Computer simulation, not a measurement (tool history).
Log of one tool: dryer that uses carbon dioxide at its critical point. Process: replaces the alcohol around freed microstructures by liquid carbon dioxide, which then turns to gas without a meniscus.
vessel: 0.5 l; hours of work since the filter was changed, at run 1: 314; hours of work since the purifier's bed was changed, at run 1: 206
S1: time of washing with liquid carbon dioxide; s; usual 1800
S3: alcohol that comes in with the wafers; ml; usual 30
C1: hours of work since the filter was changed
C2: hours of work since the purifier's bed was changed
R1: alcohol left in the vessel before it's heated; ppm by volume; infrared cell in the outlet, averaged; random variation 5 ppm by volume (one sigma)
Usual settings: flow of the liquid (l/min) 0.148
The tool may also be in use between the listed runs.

Run 1, day 0: usual settings; C1 314; C2 206. Result: R1 74 ppm by volume.
Run 2, day 0.258: usual settings; C1 318; C2 210. Result: R1 62 ppm by volume.
Run 3, day 0.562: usual settings; C1 323; C2 215. Result: R1 69 ppm by volume.
At day 0.75: inlet filter changed.
Run 4, day 1.133: usual settings; C1 6; C2 223. Result: R1 43 ppm by volume.
Run 5, day 1.596: usual settings; C1 13; C2 230. Result: R1 46 ppm by volume.
Run 6, day 1.896: usual settings but S1 1320 s; C1 18; C2 234. Result: R1 222 ppm by volume.
Run 7, day 2.342: usual settings but S3 31 ml; C1 25; C2 241. Result: R1 51 ppm by volume.
Run 8, day 2.642: usual settings but S3 31 ml; C1 29; C2 246. Result: R1 46 ppm by volume.
Run 9, day 2.929: usual settings but S1 2820 s; C1 34; C2 250. Result: R1 26 ppm by volume.
Run 10, day 3.192: usual settings but S1 2820 s; C1 38; C2 255. Result: R1 18 ppm by volume.
Run 11, day 3.662: usual settings but S1 2760 s, flow of the liquid (l/min) 0.136, S3 20 ml; C1 45; C2 262. Result: R1 23 ppm by volume.
Run 12, day 4.171: usual settings but S1 2880 s, flow of the liquid (l/min) 0.09, S3 21 ml; C1 53; C2 270. Result: R1 50 ppm by volume.

The next listed run, before its measurement:
Run 13, day 4.567: usual settings but flow of the liquid (l/min) 0.12, S3 97 ml; C1 59; C2 276. Result: R1 ?.

R1: 390 ppm by volume
Without the tool's hidden state the same run would have given R1 336 ppm by volume.
